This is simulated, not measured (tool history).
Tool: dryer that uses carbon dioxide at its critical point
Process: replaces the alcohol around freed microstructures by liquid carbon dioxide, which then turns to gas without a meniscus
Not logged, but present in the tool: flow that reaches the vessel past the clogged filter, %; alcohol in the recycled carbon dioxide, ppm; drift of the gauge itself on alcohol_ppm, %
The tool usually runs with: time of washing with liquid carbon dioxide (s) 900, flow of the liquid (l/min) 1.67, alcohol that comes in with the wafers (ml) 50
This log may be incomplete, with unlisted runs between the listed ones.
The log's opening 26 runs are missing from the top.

run    hour  time of washing with liquid carbon dioxide (s)  flow of the liquid (l/min)  alcohol that comes in with the wafers (ml)  hours of work since the filter was changed  hours of work since the purifier's bed was changed  alcohol left in the vessel before it's heated (ppm by volume)
 27  1126.7                                             720                        1.67                                          83                                         429                                                1062                                                            764
 28    1173                                             840                        1.67                                          66                                         446                                                1080                                                            491
 29  1223.4                                             840                        1.67                                          66                                         465                                                1099                                                            495
 30  1257.2                                             960                        1.67                                          38                                         478                                                1112                                                            352
     1318.5  -- purifier's bed changed
 31  1319.5                                            1200                        1.65                                          50                                         501                                                   0                                                             33
 32  1352.2                                            1200                        1.65                                          50                                         513                                                  13                                                             33
 33  1391.9                                             600                        2.17                                          30                                         528                                                  28                                                            154
 34  1418.1                                             900                        2.23                                          27                                         538                                                  38                                                             32
 35  1453.1                                             900                        2.23                                          27                                         551                                                  51                                                             34
 36  1481.7                                             660                        1.67                                          77                                         562                                                  62                                                            705
     1505.6  -- inlet filter changed
 37  1535.9                                             660                        1.67                                          77                                          12                                                  82                                                            496
 38  1576.7                                             660                        1.67                                          77                                          27                                                  98                                                            510
 39  1624.4                                             660                        1.67                                          77                                          45                                                 116                                                            524
 40  1674.3                                             840                         1.2                                          21                                          64                                                 135                                                            236
 41  1708.7                                             900                         2.2                                          50                                          77                                                 148                                                             63
 42  1746.7                                             660                        2.53                                          75                                          92                                                 162                                                            112
 43  1774.8                                             660                        2.53                                          75                                         102                                                 173                                                            121
 44  1835.8                                             780                        1.63                                          59                                         126                                                 196                                                            283
 45  1875.3                                             900                        1.34                                          50                                         141                                                 211                                                            300
 46  1912.8                                             600                        2.46                                          64                                         155                                                 226                                                            187

Predict each of these 3 candidate next runs independently; none follows another, all start after run 46:
  A  1965.4                                            1020                        1.67                                          89                                         175                                                 246                                                              ?
  B  1965.4                                             600                        2.34                                          64                                         175                                                 246                                                              ?
  C  1965.4                                            1020                        2.41                                          31                                         175                                                 246                                                              ?

run  alcohol left in the vessel before it's heated (ppm by volume)
  A                                                            161
  B                                                            214
  C                                                             71
Without the tool's hidden state the same runs would have given:
run  alcohol left in the vessel before it's heated (ppm by volume)
  A                                                             79
  B                                                            127
  C                                                              7
